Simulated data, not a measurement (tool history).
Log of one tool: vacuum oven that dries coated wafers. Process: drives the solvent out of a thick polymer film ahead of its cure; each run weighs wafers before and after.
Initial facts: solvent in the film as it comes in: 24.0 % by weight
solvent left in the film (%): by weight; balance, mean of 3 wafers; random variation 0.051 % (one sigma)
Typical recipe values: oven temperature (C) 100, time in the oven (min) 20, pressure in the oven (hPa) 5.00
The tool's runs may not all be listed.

run 1 day=0.000 | oven_temperature_(C)=100 time_in_the_oven_(min)=20 pressure_in_the_oven_(hPa)=5.00 | solvent_left_in_the_film_(%)=0.71
run 2 day=0.317 | oven_temperature_(C)=100 time_in_the_oven_(min)=20 pressure_in_the_oven_(hPa)=2.82 | solvent_left_in_the_film_(%)=0.61
run 3 day=0.729 | oven_temperature_(C)=100 time_in_the_oven_(min)=20 pressure_in_the_oven_(hPa)=2.82 | solvent_left_in_the_film_(%)=0.59
run 4 day=1.079 | oven_temperature_(C)=100 time_in_the_oven_(min)=20 pressure_in_the_oven_(hPa)=2.82 | solvent_left_in_the_film_(%)=0.71
run 5 day=1.454 | oven_temperature_(C)=87 time_in_the_oven_(min)=20 pressure_in_the_oven_(hPa)=5.00 | solvent_left_in_the_film_(%)=4.53
run 6 day=2.117 | oven_temperature_(C)=87 time_in_the_oven_(min)=20 pressure_in_the_oven_(hPa)=5.00 | solvent_left_in_the_film_(%)=4.64
run 7 day=2.779 | oven_temperature_(C)=100 time_in_the_oven_(min)=20 pressure_in_the_oven_(hPa)=5.00 | solvent_left_in_the_film_(%)=0.74
run 8 day=3.212 | oven_temperature_(C)=100 time_in_the_oven_(min)=20 pressure_in_the_oven_(hPa)=5.00 | solvent_left_in_the_film_(%)=0.83
run 9 day=3.517 | oven_temperature_(C)=100 time_in_the_oven_(min)=20 pressure_in_the_oven_(hPa)=5.00 | solvent_left_in_the_film_(%)=0.77
run 10 day=3.879 | oven_temperature_(C)=100 time_in_the_oven_(min)=20 pressure_in_the_oven_(hPa)=5.00 | solvent_left_in_the_film_(%)=0.79
run 11 day=4.521 | oven_temperature_(C)=103 time_in_the_oven_(min)=20 pressure_in_the_oven_(hPa)=5.00 | solvent_left_in_the_film_(%)=0.45
run 12 day=4.942 | oven_temperature_(C)=100 time_in_the_oven_(min)=20 pressure_in_the_oven_(hPa)=5.00 | solvent_left_in_the_film_(%)=0.79
run 13 day=5.512 | oven_temperature_(C)=100 time_in_the_oven_(min)=20 pressure_in_the_oven_(hPa)=8.09 | solvent_left_in_the_film_(%)=0.91
run 14 day=5.829 | oven_temperature_(C)=110 time_in_the_oven_(min)=27 pressure_in_the_oven_(hPa)=10.26 | solvent_left_in_the_film_(%)=0.42
run 15 day=6.196 | oven_temperature_(C)=100 time_in_the_oven_(min)=20 pressure_in_the_oven_(hPa)=3.79 | solvent_left_in_the_film_(%)=0.62
run 16 day=6.746 | oven_temperature_(C)=100 time_in_the_oven_(min)=20 pressure_in_the_oven_(hPa)=3.79 | solvent_left_in_the_film_(%)=0.71
-- day=6.888 oven's thermocouples calibrated
run 17 day=7.246 | oven_temperature_(C)=95 time_in_the_oven_(min)=16 pressure_in_the_oven_(hPa)=3.67 | solvent_left_in_the_film_(%)=2.19
run 18 day=7.638 | oven_temperature_(C)=106 time_in_the_oven_(min)=20 pressure_in_the_oven_(hPa)=5.00 | solvent_left_in_the_film_(%)=0.21
run 19 day=7.950 | oven_temperature_(C)=98 time_in_the_oven_(min)=21 pressure_in_the_oven_(hPa)=13.25 | solvent_left_in_the_film_(%)=1.25
run 20 day=8.462 | oven_temperature_(C)=98 time_in_the_oven_(min)=20 pressure_in_the_oven_(hPa)=13.25 | solvent_left_in_the_film_(%)=1.28
run 21 day=8.900 | oven_temperature_(C)=108 time_in_the_oven_(min)=13 pressure_in_the_oven_(hPa)=10.23 | solvent_left_in_the_film_(%)=0.68
run 22 day=9.417 | oven_temperature_(C)=107 time_in_the_oven_(min)=13 pressure_in_the_oven_(hPa)=5.60 | solvent_left_in_the_film_(%)=0.66
run 23 day=9.950 | oven_temperature_(C)=110 time_in_the_oven_(min)=18 pressure_in_the_oven_(hPa)=19.72 | solvent_left_in_the_film_(%)=0.77

Measured minus without-hidden-state, run by run (identical run-to-run variation in each term; gauge scatter may differ):
The tool's hidden condition here consists of: true wafer temperature over the reading, C; true pressure over the reading, kPa; drift of the gauge itself on solvent_pct, %.
run=1 solvent_left_in_the_film_(%)=-0.17
run=2 solvent_left_in_the_film_(%)=-0.17
run=3 solvent_left_in_the_film_(%)=-0.17
run=4 solvent_left_in_the_film_(%)=-0.16
run=5 solvent_left_in_the_film_(%)=-0.65
run=6 solvent_left_in_the_film_(%)=-0.67
run=7 solvent_left_in_the_film_(%)=-0.17
run=8 solvent_left_in_the_film_(%)=-0.17
run=9 solvent_left_in_the_film_(%)=-0.17
run=10 solvent_left_in_the_film_(%)=-0.18
run=11 solvent_left_in_the_film_(%)=-0.09
run=12 solvent_left_in_the_film_(%)=-0.18
run=13 solvent_left_in_the_film_(%)=-0.18
run=14 solvent_left_in_the_film_(%)=+0.02
run=15 solvent_left_in_the_film_(%)=-0.17
run=16 solvent_left_in_the_film_(%)=-0.17
run=17 solvent_left_in_the_film_(%)=-0.84
run=18 solvent_left_in_the_film_(%)=-0.06
run=19 solvent_left_in_the_film_(%)=-0.40
run=20 solvent_left_in_the_film_(%)=-0.44
run=21 solvent_left_in_the_film_(%)=-0.24
run=22 solvent_left_in_the_film_(%)=-0.28
run=23 solvent_left_in_the_film_(%)=-0.06
